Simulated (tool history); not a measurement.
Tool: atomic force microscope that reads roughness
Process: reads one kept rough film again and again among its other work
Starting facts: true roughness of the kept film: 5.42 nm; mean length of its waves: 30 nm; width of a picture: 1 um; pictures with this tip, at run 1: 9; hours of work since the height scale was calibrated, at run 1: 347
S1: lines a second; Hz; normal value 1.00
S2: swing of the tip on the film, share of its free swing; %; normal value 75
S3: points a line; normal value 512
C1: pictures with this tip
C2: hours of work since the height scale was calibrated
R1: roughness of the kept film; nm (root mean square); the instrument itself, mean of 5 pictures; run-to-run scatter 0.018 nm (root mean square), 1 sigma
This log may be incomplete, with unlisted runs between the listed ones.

| run | hour | S1 | S2 | S3 | C1 | C2 | R1 |
|---|---|---|---|---|---|---|---|
| 1 | 0.0 | 1.00 | 75 | 512 | 9 | 347 | 4.263 |
| 2 | 13.4 | 1.00 | 75 | 512 | 32 | 355 | 3.962 |
| 3 | 23.3 | 1.00 | 75 | 604 | 49 | 360 | 3.759 |
| 4 | 35.7 | 1.00 | 75 | 512 | 69 | 367 | 3.563 |
| 5 | 43.5 | 2.00 | 75 | 512 | 83 | 372 | 3.275 |
| 6 | 59.3 | 1.00 | 75 | 512 | 109 | 381 | 3.236 |
| 7 | 68.5 | 1.00 | 58 | 512 | 125 | 386 | 3.184 |
|  | 82.6 | new tip fitted |
| 8 | 82.6 | 1.00 | 58 | 512 | 0 | 394 | 4.518 |
| 9 | 93.6 | 1.00 | 58 | 512 | 18 | 400 | 4.267 |
| 10 | 105.3 | 1.04 | 86 | 716 | 38 | 407 | 3.755 |
| 11 | 114.1 | 2.81 | 90 | 1003 | 53 | 412 | 2.999 |
|  | 116.5 | height scale calibrated on a step standard |
| 12 | 126.1 | 0.60 | 68 | 272 | 72 | 5 | 3.590 |
| 13 | 142.2 | 0.99 | 71 | 497 | 99 | 15 | 3.333 |

Run 14 comes next. What will it give?
| 14 | 151.2 | 3.05 | 55 | 740 | 114 | 20 | ? |

Run 14 yielded R1 3.182 nm (root mean square).
Had the tool carried no hidden state, the very same run would have given R1 4.421 nm (root mean square).

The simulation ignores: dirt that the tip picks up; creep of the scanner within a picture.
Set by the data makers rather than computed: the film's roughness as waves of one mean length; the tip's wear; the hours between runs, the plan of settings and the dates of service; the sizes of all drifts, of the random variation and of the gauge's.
